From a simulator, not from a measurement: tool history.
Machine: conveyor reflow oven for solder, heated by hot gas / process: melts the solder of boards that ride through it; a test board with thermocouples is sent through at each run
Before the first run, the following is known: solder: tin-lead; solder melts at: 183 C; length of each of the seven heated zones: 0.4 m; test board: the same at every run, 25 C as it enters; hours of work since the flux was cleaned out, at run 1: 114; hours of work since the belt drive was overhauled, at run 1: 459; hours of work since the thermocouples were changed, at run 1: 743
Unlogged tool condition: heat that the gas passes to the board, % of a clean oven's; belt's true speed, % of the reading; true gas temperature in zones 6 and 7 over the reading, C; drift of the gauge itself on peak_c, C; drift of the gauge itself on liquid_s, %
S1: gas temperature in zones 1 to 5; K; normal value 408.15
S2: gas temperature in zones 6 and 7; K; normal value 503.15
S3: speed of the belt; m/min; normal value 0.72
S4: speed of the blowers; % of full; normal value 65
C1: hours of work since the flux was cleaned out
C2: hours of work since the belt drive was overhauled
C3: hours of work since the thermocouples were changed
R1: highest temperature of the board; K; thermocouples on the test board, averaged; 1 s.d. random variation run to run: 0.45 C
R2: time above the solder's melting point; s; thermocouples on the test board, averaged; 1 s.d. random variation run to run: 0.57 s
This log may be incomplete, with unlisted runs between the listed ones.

run   hour      S1      S2     S3  S4   C1   C2   C3      R1    R2
  1      0  408.15  503.15   0.72  65  114  459  743  481.55  41.4
  2   21.6  408.15  503.15   0.72  65  126  471  755  481.45  41.9
  3   34.5  408.15  503.15   0.72  85  133  478  762  485.95  47.8
  4   43.4  408.15  503.15   0.72  85  137  482  766  485.55    48
  5   56.7  408.15  503.15   0.72  65  144  490  773  480.65  42.8
  6     71  408.15  503.15   0.72  65  152  497  781  481.55  42.4
  7   83.6  408.15  503.15   0.72  65  159  504  788  482.05  41.3
  8   94.8  408.15  503.15   0.72  65  165  510  794  481.35    42
  9  113.4  408.15  503.15   0.72  65  175  520  804  481.85  41.1
 10  130.4  408.15  503.15   0.72  65  184  529  813  480.75  41.2
 11  141.8  410.15  503.15   0.72  65  190  535  819  481.35  43.1
 12  150.8  410.15  503.15   0.72  65  195  540  824  482.45  42.7
 13  169.1  410.15  503.15   0.72  65  205  550  834  481.65  42.8
 14  189.1  410.15  503.15   0.72  65  215  560  844  481.65  43.3
 15  202.6  408.15  503.15  0.834  65  223  568  852  476.35  29.6
 16  221.3  408.15  503.15  0.834  65  233  578  862  476.25  29.6
 17    234  408.15  501.15  0.834  81  239  585  868  479.25  33.1
 18  247.3  408.15  503.15  0.777  65  247  592  876  478.55    36
 19  263.1  408.15  503.15  0.777  65  255  600  884  478.45  35.6
 20  284.1  395.15  493.15   0.83  78  266  611  895  468.65    21
 21  302.4  395.15  493.15   0.83  78  276  621  905  469.05    20
 22  315.5  395.15  493.15   0.83  78  283  628  912  468.25  19.8
 23  337.4  395.15  493.15   0.83  78  295  640  924  469.05  19.1
 24  348.8  395.15  493.15   0.83  78  301  646  930  468.35  19.7
 25  364.3  412.15  493.15   0.83  78  309  654  938  472.65  27.7
 26  377.8  412.15  493.15   0.83  78  316  662  945  472.55    28
 27  399.2  404.15  513.15  0.854  63  328  673  957  480.15  32.3
 28    410  404.15  513.15  0.854  63  334  679  963  480.25  32.6
 29  428.7  407.15  505.15  0.764  65  344  689  973  479.95  37.4
 30  440.1  417.15  503.15  0.609  63  350  695  979  486.75  60.4

Table of differences, measured result less the result of that run with no hidden state. Run-to-run variation is the same in both. Gauge scatter possibly is not:
run    R1    R2
  1  -2.4  -1.8
  2  -2.5  -1.8
  3  -2.7  -1.6
  4  -2.8  -1.6
  5  -2.6    -2
  6  -2.7    -2
  7  -2.7  -2.1
  8  -2.7  -2.1
  9  -2.8  -2.1
 10  -2.9  -2.1
 11  -2.9  -2.2
 12  -2.9  -2.2
 13    -3  -2.2
 14    -3  -2.3
 15  -3.1  -2.6
 16    -3  -2.6
 17  -3.3  -2.5
 18  -3.1  -2.6
 19  -3.2  -2.6
 20  -3.5  -3.9
 21  -3.5    -4
 22  -3.6  -4.1
 23  -3.7    -4
 24  -3.7  -4.1
 25  -3.6  -3.7
 26  -3.6  -3.7
 27  -3.7  -2.7
 28  -3.8  -2.7
 29  -3.7    -3
 30  -3.7  -2.4
